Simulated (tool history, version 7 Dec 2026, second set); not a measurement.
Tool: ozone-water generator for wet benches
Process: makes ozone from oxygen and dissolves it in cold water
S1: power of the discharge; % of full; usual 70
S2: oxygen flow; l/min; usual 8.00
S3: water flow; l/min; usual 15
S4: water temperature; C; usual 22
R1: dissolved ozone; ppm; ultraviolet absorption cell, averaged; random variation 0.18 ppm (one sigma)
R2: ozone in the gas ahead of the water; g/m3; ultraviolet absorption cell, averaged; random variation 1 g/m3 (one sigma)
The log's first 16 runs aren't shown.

run      day  S1     S2  S3  S4    R1     R2
 17   84.588  98  10.63  18  22  21.0  158.7
 18   91.771  80  10.63   9  30  19.9  140.5
 19   95.483  52   8.00  23  24  12.9  132.5
 20  103.258  52   8.67  15  21  17.1  124.7
     107.000  -- water thermometer calibrated
 21  108.188  70   6.54  15  14  25.2  179.8
     114.017  -- contactor cleaned
 22  115.442  70   4.71  12  30  24.0  224.2
 23  122.733  70   6.79  11  15  29.9  174.9
 24  130.542  70   6.79  11  15  30.0  174.7
 25  135.779  43   8.00  15  27  14.3  115.4
 26  142.554  44   7.58  15  26  15.0  122.2
 27  149.521  91   8.00  15  22  24.1  178.3
 28  157.192  91   6.61  15  15  28.4  201.4
 29  162.583  79  13.14  17  21  17.5  117.7

Run 30 comes next. What will it give?
 30  167.675  70  8.00  14  22   ?   ?

Run 30 gave R1 20.9 ppm, R2 153.1 g/m3.
Without the tool's hidden state the same run would have given R1 25.0 ppm, R2 181.4 g/m3.
